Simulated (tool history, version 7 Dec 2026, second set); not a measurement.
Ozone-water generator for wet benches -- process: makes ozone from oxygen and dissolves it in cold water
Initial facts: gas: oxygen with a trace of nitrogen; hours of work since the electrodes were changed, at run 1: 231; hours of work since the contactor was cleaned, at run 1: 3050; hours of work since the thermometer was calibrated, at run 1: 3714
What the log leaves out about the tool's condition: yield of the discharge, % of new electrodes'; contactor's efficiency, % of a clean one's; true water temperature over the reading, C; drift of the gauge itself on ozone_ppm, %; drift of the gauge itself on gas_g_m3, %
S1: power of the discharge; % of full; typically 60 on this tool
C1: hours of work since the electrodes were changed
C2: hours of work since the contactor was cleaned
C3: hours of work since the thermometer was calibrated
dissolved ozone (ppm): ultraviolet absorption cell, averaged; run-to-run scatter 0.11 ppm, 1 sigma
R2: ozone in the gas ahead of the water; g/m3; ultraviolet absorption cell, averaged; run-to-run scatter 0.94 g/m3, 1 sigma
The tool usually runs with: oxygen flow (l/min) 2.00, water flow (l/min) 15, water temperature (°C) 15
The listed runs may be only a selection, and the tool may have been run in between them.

run 1 day=0.000 | S1=60 oxygen_flow_(l/min)=2.00 water_flow_(l/min)=15 water_temperature_(°C)=15 | C1=231 C2=3050 C3=3714 | dissolved_ozone_(ppm)=8.1 R2=157.1
run 2 day=5.192 | S1=60 oxygen_flow_(l/min)=2.00 water_flow_(l/min)=15 water_temperature_(°C)=15 | C1=352 C2=3171 C3=3834 | dissolved_ozone_(ppm)=8.1 R2=158.2
run 3 day=7.446 | S1=71 oxygen_flow_(l/min)=2.00 water_flow_(l/min)=15 water_temperature_(°C)=15 | C1=404 C2=3223 C3=3887 | dissolved_ozone_(ppm)=9.3 R2=181.6
run 4 day=12.804 | S1=71 oxygen_flow_(l/min)=2.00 water_flow_(l/min)=15 water_temperature_(°C)=15 | C1=529 C2=3348 C3=4011 | dissolved_ozone_(ppm)=9.1 R2=181.3
run 5 day=15.546 | S1=60 oxygen_flow_(l/min)=1.34 water_flow_(l/min)=15 water_temperature_(°C)=15 | C1=592 C2=3411 C3=4075 | dissolved_ozone_(ppm)=7.1 R2=188.2
run 6 day=20.762 | S1=60 oxygen_flow_(l/min)=1.34 water_flow_(l/min)=15 water_temperature_(°C)=15 | C1=713 C2=3533 C3=4196 | dissolved_ozone_(ppm)=6.9 R2=187.1
run 7 day=24.883 | S1=60 oxygen_flow_(l/min)=2.00 water_flow_(l/min)=15 water_temperature_(°C)=15 | C1=809 C2=3628 C3=4292 | dissolved_ozone_(ppm)=7.8 R2=156.0
run 8 day=27.221 | S1=60 oxygen_flow_(l/min)=2.00 water_flow_(l/min)=10 water_temperature_(°C)=15 | C1=863 C2=3682 C3=4346 | dissolved_ozone_(ppm)=12.6 R2=157.0
run 9 day=30.688 | S1=60 oxygen_flow_(l/min)=2.00 water_flow_(l/min)=10 water_temperature_(°C)=15 | C1=944 C2=3763 C3=4426 | dissolved_ozone_(ppm)=12.5 R2=155.7
run 10 day=33.992 | S1=60 oxygen_flow_(l/min)=2.00 water_flow_(l/min)=10 water_temperature_(°C)=15 | C1=1021 C2=3840 C3=4503 | dissolved_ozone_(ppm)=12.4 R2=153.6
run 11 day=39.154 | S1=60 oxygen_flow_(l/min)=2.00 water_flow_(l/min)=10 water_temperature_(°C)=14 | C1=1140 C2=3960 C3=4623 | dissolved_ozone_(ppm)=12.4 R2=153.0
run 12 day=42.258 | S1=60 oxygen_flow_(l/min)=2.00 water_flow_(l/min)=10 water_temperature_(°C)=14 | C1=1213 C2=4032 C3=4695 | dissolved_ozone_(ppm)=12.3 R2=154.9
run 13 day=45.708 | S1=60 oxygen_flow_(l/min)=2.00 water_flow_(l/min)=10 water_temperature_(°C)=14 | C1=1293 C2=4112 C3=4775 | dissolved_ozone_(ppm)=12.3 R2=154.3
run 14 day=49.808 | S1=60 oxygen_flow_(l/min)=1.06 water_flow_(l/min)=10 water_temperature_(°C)=16 | C1=1388 C2=4207 C3=4870 | dissolved_ozone_(ppm)=10.2 R2=203.1
run 15 day=53.975 | S1=60 oxygen_flow_(l/min)=1.06 water_flow_(l/min)=10 water_temperature_(°C)=16 | C1=1485 C2=4304 C3=4967 | dissolved_ozone_(ppm)=10.1 R2=204.3
run 16 day=56.683 | S1=48 oxygen_flow_(l/min)=3.13 water_flow_(l/min)=15 water_temperature_(°C)=15 | C1=1548 C2=4367 C3=5030 | dissolved_ozone_(ppm)=7.2 R2=104.7
run 17 day=59.850 | S1=41 oxygen_flow_(l/min)=3.13 water_flow_(l/min)=15 water_temperature_(°C)=18 | C1=1621 C2=4440 C3=5103 | dissolved_ozone_(ppm)=6.3 R2=93.9
run 18 day=63.333 | S1=41 oxygen_flow_(l/min)=3.44 water_flow_(l/min)=15 water_temperature_(°C)=18 | C1=1702 C2=4521 C3=5184 | dissolved_ozone_(ppm)=6.0 R2=88.1
run 19 day=65.850 | S1=60 oxygen_flow_(l/min)=1.26 water_flow_(l/min)=21 water_temperature_(°C)=21 | C1=1760 C2=4579 C3=5243 | dissolved_ozone_(ppm)=4.0 R2=186.4
run 20 day=70.800 | S1=60 oxygen_flow_(l/min)=1.26 water_flow_(l/min)=21 water_temperature_(°C)=8 | C1=1875 C2=4694 C3=5358 | dissolved_ozone_(ppm)=4.2 R2=186.8
-- day=72.842 water thermometer calibrated
run 21 day=73.496 | S1=58 oxygen_flow_(l/min)=2.00 water_flow_(l/min)=23 water_temperature_(°C)=20 | C1=1937 C2=4756 C3=15 | dissolved_ozone_(ppm)=4.0 R2=145.7
run 22 day=76.117 | S1=60 oxygen_flow_(l/min)=2.58 water_flow_(l/min)=23 water_temperature_(°C)=15 | C1=1998 C2=4817 C3=76 | dissolved_ozone_(ppm)=4.9 R2=133.9
run 23 day=79.125 | S1=44 oxygen_flow_(l/min)=2.87 water_flow_(l/min)=17 water_temperature_(°C)=18 | C1=2068 C2=4887 C3=146 | dissolved_ozone_(ppm)=5.5 R2=100.1
run 24 day=82.458 | S1=60 oxygen_flow_(l/min)=2.00 water_flow_(l/min)=22 water_temperature_(°C)=9 | C1=2145 C2=4965 C3=223 | dissolved_ozone_(ppm)=4.7 R2=148.3
run 25 day=87.021 | S1=60 oxygen_flow_(l/min)=2.00 water_flow_(l/min)=13 water_temperature_(°C)=9 | C1=2252 C2=5071 C3=329 | dissolved_ozone_(ppm)=9.2 R2=149.8
run 26 day=90.917 | S1=73 oxygen_flow_(l/min)=2.00 water_flow_(l/min)=16 water_temperature_(°C)=15 | C1=2342 C2=5161 C3=420 | dissolved_ozone_(ppm)=7.8 R2=172.7

3 options for the next run, each taken on its own from the tool as it stands now. Forecast them:
run A day=93.833 | S1=73 oxygen_flow_(l/min)=1.40 water_flow_(l/min)=19 water_temperature_(°C)=16 | C1=2410 C2=5229 C3=487 | dissolved_ozone_(ppm)=? R2=?
run B day=93.833 | S1=60 oxygen_flow_(l/min)=2.00 water_flow_(l/min)=11 water_temperature_(°C)=9 | C1=2410 C2=5229 C3=487 | dissolved_ozone_(ppm)=? R2=?
run C day=93.833 | S1=62 oxygen_flow_(l/min)=2.68 water_flow_(l/min)=15 water_temperature_(°C)=15 | C1=2410 C2=5229 C3=487 | dissolved_ozone_(ppm)=? R2=?

run=A dissolved_ozone_(ppm)=5.8 R2=199.6
run=B dissolved_ozone_(ppm)=11.0 R2=149.1
run=C dissolved_ozone_(ppm)=8.2 R2=132.8
With no hidden state in the tool, these same runs would have given:
run=A dissolved_ozone_(ppm)=6.8 R2=218.6
run=B dissolved_ozone_(ppm)=12.8 R2=161.0
run=C dissolved_ozone_(ppm)=9.6 R2=143.9

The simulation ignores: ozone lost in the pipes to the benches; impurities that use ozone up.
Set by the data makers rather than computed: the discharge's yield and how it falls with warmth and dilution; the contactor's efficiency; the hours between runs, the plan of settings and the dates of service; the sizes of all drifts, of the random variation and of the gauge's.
